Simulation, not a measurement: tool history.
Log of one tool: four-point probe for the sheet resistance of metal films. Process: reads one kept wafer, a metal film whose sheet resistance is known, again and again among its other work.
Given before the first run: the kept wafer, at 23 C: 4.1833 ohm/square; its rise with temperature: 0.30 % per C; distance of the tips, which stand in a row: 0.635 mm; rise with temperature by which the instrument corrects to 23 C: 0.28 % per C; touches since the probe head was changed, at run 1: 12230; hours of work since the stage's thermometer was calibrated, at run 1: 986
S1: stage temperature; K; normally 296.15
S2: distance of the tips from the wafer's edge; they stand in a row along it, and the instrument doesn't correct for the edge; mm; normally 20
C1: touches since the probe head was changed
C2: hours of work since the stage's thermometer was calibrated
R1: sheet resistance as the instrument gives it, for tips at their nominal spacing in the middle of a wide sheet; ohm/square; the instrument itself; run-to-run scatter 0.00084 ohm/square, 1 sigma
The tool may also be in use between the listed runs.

run   hour      S1  S2     C1    C2        R1
  1      0  296.15  20  12230   986  4.201669
  2   10.9  296.15  20  12751   993  4.202439
  3   26.3  296.15  20  13485  1004  4.202006
  4   35.9  296.15  20  13944  1011  4.203829
  5   49.1  296.15  20  14578  1020  4.201539
  6   57.9  296.15  20  14994  1026  4.202007
  7   69.7  296.15  20  15560  1034  4.200988
  8   81.9  296.15  20  16141  1042  4.202939
  9   89.5  296.15  20  16504  1048  4.201071
      91.3  -- stage's thermometer calibrated
 10   97.4  296.15  20  16861     4  4.200999
 11  112.6  295.15  17  17583    15  4.201112
 12  124.5  297.15  57  18155    23  4.200461
 13  137.2  297.15  11  18759    32  4.207253
 14  146.8  296.15   4  19218    38  4.256372
 15  160.1  296.15   4  19854    47  4.256156
 16  167.9  296.15   4  20229    53   4.25584
 17  183.8  292.15  40  20985    64  4.196758
 18  197.9  302.15  17  21660    73  4.205254
     199.6  -- stage's thermometer calibrated, once more
 19  213.3  301.15  16  22371     9  4.211236
 20    227  295.15   4  23028    19  4.259851

What if the next run were any one of these 4? Each begins from the tool's condition after run 20:
  A  244.7  294.15  34  23872  31   ?
  B  244.7  295.15  39  23872  31   ?
  C  244.7  295.15   9  23872  31   ?
  D  244.7  296.15   5  23872  31   ?

run        R1
  A   4.20342
  B  4.203505
  C  4.214054
  D  4.239318
With the hidden condition removed and each run's random variation left untouched, the same runs would have given:
run        R1
  A  4.183102
  B   4.18319
  C  4.193691
  D  4.218844
